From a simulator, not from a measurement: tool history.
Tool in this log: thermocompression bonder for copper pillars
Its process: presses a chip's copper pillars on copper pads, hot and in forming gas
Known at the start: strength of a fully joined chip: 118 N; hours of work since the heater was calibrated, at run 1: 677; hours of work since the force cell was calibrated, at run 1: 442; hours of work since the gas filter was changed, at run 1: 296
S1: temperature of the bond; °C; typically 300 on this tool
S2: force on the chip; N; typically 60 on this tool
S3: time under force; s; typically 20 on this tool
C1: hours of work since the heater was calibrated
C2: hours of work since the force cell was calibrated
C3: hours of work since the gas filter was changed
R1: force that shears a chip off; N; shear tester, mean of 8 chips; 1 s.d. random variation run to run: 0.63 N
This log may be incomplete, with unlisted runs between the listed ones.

| run | hour | S1 | S2 | S3 | C1 | C2 | C3 | R1 |
|---|---|---|---|---|---|---|---|---|
| 1 | 0 | 300 | 60 | 20 | 677 | 442 | 296 | 50.6 |
| 2 | 39.9 | 300 | 60 | 20 | 702 | 468 | 322 | 50 |
| 3 | 71 | 300 | 80 | 20 | 722 | 488 | 342 | 66.2 |
|  | 93.5 | forming gas filter changed |
| 4 | 98.2 | 300 | 80 | 20 | 740 | 505 | 3 | 66.4 |
| 5 | 134.8 | 300 | 80 | 20 | 763 | 529 | 27 | 66.7 |
| 6 | 158 | 300 | 80 | 20 | 778 | 544 | 42 | 67.4 |
| 7 | 181.9 | 300 | 80 | 20 | 794 | 559 | 57 | 66.6 |
| 8 | 219.6 | 300 | 70 | 20 | 818 | 583 | 81 | 58 |
| 9 | 247.8 | 297 | 70 | 20 | 836 | 601 | 99 | 56.4 |
| 10 | 284.8 | 297 | 70 | 20 | 860 | 625 | 123 | 57 |
| 11 | 309.4 | 297 | 70 | 20 | 876 | 641 | 139 | 57.2 |
| 12 | 328.3 | 300 | 60 | 20 | 888 | 653 | 151 | 50.2 |
| 13 | 346.9 | 300 | 64 | 20 | 900 | 665 | 163 | 54.9 |
| 14 | 389.6 | 300 | 64 | 20 | 927 | 693 | 191 | 54.1 |
| 15 | 428.2 | 300 | 64 | 20 | 952 | 718 | 216 | 54.3 |
| 16 | 450.7 | 300 | 64 | 20 | 967 | 732 | 230 | 54.8 |
| 17 | 490.8 | 295 | 57 | 11 | 993 | 758 | 256 | 34.5 |
| 18 | 532.9 | 285 | 73 | 11 | 1020 | 785 | 283 | 40.7 |
| 19 | 575.4 | 285 | 87 | 33 | 1047 | 813 | 311 | 71.9 |
| 20 | 601.5 | 289 | 59 | 20 | 1064 | 829 | 327 | 43.8 |
| 21 | 625.5 | 289 | 59 | 21 | 1079 | 845 | 343 | 43.4 |
|  | 647.4 | forming gas filter changed |
| 22 | 658.4 | 289 | 79 | 21 | 1100 | 866 | 7 | 61.5 |
| 23 | 696.1 | 300 | 60 | 33 | 1125 | 890 | 31 | 61.1 |
| 24 | 726 | 300 | 60 | 33 | 1144 | 909 | 51 | 60.2 |
| 25 | 750.4 | 277 | 64 | 20 | 1160 | 925 | 66 | 41.8 |
| 26 | 793.4 | 277 | 64 | 20 | 1187 | 953 | 94 | 40.2 |
| 27 | 822.4 | 277 | 64 | 12 | 1206 | 971 | 113 | 33.3 |

Branching from run 27: 5 alternative next runs. What would each branch give?
| A | 859.1 | 298 | 42 | 36 | 1230 | 995 | 136 | ? |
| B | 859.1 | 289 | 53 | 29 | 1230 | 995 | 136 | ? |
| C | 859.1 | 299 | 60 | 20 | 1230 | 995 | 136 | ? |
| D | 859.1 | 328 | 89 | 46 | 1230 | 995 | 136 | ? |
| E | 859.1 | 316 | 41 | 20 | 1230 | 995 | 136 | ? |

| run | R1 |
|---|---|
| A | 43.1 |
| B | 44.9 |
| C | 51.8 |
| D | 106.7 |
| E | 41.5 |
What these runs would have given with no unlogged condition in the tool:
| run | R1 |
|---|---|
| A | 43.2 |
| B | 45 |
| C | 51.9 |
| D | 107 |
| E | 41.6 |
